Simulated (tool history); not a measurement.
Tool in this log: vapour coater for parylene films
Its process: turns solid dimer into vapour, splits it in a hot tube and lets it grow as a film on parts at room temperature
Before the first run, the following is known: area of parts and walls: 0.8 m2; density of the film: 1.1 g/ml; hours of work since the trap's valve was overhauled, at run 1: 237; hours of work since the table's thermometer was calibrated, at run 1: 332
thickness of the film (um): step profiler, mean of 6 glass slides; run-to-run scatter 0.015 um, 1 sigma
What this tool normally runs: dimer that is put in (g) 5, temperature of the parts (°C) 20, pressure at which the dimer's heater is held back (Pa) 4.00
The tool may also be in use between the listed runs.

run   hour  dimer that is put in (g)  temperature of the parts (°C)  pressure at which the dimer's heater is held back (Pa)  hours of work since the trap's valve was overhauled  hours of work since the table's thermometer was calibrated  thickness of the film (um)
  1    0.0                         5                             20                                                    4.00                                                  237                                                         332                        3.08
  2   14.0                         5                             25                                                    4.00                                                  249                                                         343                        2.75
  3   27.1                         5                             25                                                    4.00                                                  259                                                         353                        2.74
  4   40.7                         5                             25                                                    4.00                                                  270                                                         364                        2.74
  5   51.1                         5                             25                                                    4.00                                                  278                                                         373                        2.74
  6   66.4                         5                             25                                                    4.00                                                  291                                                         385                        2.75
  7   86.4                         5                             25                                                    4.00                                                  307                                                         401                        2.74
  8  108.3                         5                             25                                                    4.00                                                  324                                                         418                        2.74
  9  121.8                         5                             25                                                    4.00                                                  335                                                         429                        2.71
 10  140.9                         5                             25                                                    4.00                                                  350                                                         445                        2.71
 11  162.4                         7                             20                                                    4.00                                                  368                                                         462                        4.27
 12  172.6                         3                             20                                                    4.00                                                  376                                                         470                        1.84
 13  192.8                         5                             20                                                    4.00                                                  392                                                         486                        3.05
 14  207.9                         5                             20                                                    4.00                                                  404                                                         498                        3.06
 15  217.4                         6                             24                                                    8.90                                                  412                                                         506                        3.09
 16  229.6                         3                             24                                                   10.00                                                  421                                                         516                        1.55
 17  243.8                         6                             20                                                   11.85                                                  433                                                         527                        3.33
 18  258.7                         3                             20                                                    4.00                                                  445                                                         539                        1.83
 19  274.9                         3                             20                                                    4.00                                                  458                                                         552                        1.83
 20  290.5                         3                             20                                                    4.00                                                  470                                                         564                        1.81
 21  306.7                         3                             21                                                    5.17                                                  483                                                         577                        1.75
 22  317.5                         3                             21                                                    5.17                                                  492                                                         586                        1.73
 23  338.1                         5                             20                                                    2.42                                                  508                                                         603                        3.16
 24  354.1                         5                             20                                                    2.42                                                  521                                                         615                        3.16
 25  370.0                         6                             21                                                    7.34                                                  534                                                         628                        3.36
 26  389.6                         5                             12                                                    4.00                                                  549                                                         644                        3.68
 27  407.8                         2                             27                                                    4.00                                                  564                                                         658                        1.03

4 options for the next run, each taken on its own from the tool as it stands now. Forecast them:
  A  424.3                         4                             20                                                    3.16                                                  577                                                         672                           ?
  B  424.3                         5                             27                                                    4.61                                                  577                                                         672                           ?
  C  424.3                         3                             18                                                    4.00                                                  577                                                         672                           ?
  D  424.3                         3                             19                                                    3.26                                                  577                                                         672                           ?

run  thickness of the film (um)
  A                        2.43
  B                        2.51
  C                        1.88
  D                        1.90
Stripped of hidden state, with their random variation kept, the same runs would have yielded:
run  thickness of the film (um)
  A                        2.56
  B                        2.64
  C                        1.98
  D                        2.00

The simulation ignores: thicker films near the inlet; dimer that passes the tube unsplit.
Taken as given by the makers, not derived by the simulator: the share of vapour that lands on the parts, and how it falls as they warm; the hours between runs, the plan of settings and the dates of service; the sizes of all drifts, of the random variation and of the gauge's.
